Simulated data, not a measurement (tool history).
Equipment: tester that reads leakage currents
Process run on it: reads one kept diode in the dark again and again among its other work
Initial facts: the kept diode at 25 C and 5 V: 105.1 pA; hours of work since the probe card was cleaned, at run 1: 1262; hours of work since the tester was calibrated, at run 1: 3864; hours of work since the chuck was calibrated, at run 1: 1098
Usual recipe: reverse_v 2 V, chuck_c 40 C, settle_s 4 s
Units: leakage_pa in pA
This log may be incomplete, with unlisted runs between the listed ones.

run,hour,reverse_v,chuck_c,settle_s,hours of work since the probe card was cleaned,hours of work since the tester was calibrated,hours of work since the chuck was calibrated,leakage_pa
1,0,2,40,4,1262,3864,1098,224.68
2,149.5,2,40,4,1373,3976,1209,222.92
3,395.2,2,40,4,1556,4158,1391,220.57
4,551.6,2,40,4,1672,4274,1508,219.71
# hour 655.7: chuck's temperature calibrated
5,746,2,40,4,1815,4417,67,242.29
6,957.1,2,40,4,1971,4574,224,240.85
7,1130.7,2,40,4,2100,4703,353,239.34
8,1306.9,2,40,4,2231,4834,484,236.8
9,1553.5,2,40,4,2414,5017,667,235.26
10,1708.2,2,40,4,2529,5132,782,233.17
11,1890.7,6.23,40,4,2665,5267,917,390.72
# hour 2006.8: probe card cleaned and baked
12,2097.3,4.26,40,2.34,67,5418,1068,318.15
13,2280.9,1.93,35,2.34,204,5555,1205,149.82
14,2531.3,1.62,30,1.56,390,5741,1391,92.33
15,2751.8,2.92,40,4,553,5905,1555,260.82
# hour 2793.5: chuck's temperature calibrated
# hour 2837.9: tester calibrated
16,3021.3,1.6,31,0.39,750,136,168,105.94
17,3137.7,2,40,0.98,837,223,254,232.51
18,3288.3,13.3,45,4,949,335,366,775.77
19,3484.1,13.3,45,4,1094,480,511,774.05
20,3709,3.42,27,5.59,1261,647,678,104.23
21,3924.2,1.12,20,7.19,1421,807,838,34.45
22,4050.4,1.02,23,0.81,1515,901,932,43

Alternative continuations, all from the tool just after run 22; predict every row:
A,4221.7,2.62,26,7.73,1642,1028,1059,?
B,4221.7,2,32,4,1642,1028,1059,?
C,4221.7,17.18,40,4.39,1642,1028,1059,?
D,4221.7,2.14,25,0.35,1642,1028,1059,?
E,4221.7,4.26,32,0.41,1642,1028,1059,?

run,leakage_pa
A,83.12
B,119.8
C,588.6
D,72.02
E,171.99
Had the tool no hidden state, the same runs would have come out as:
run,leakage_pa
A,85.96
B,125.65
C,606.23
D,74.5
E,178.45
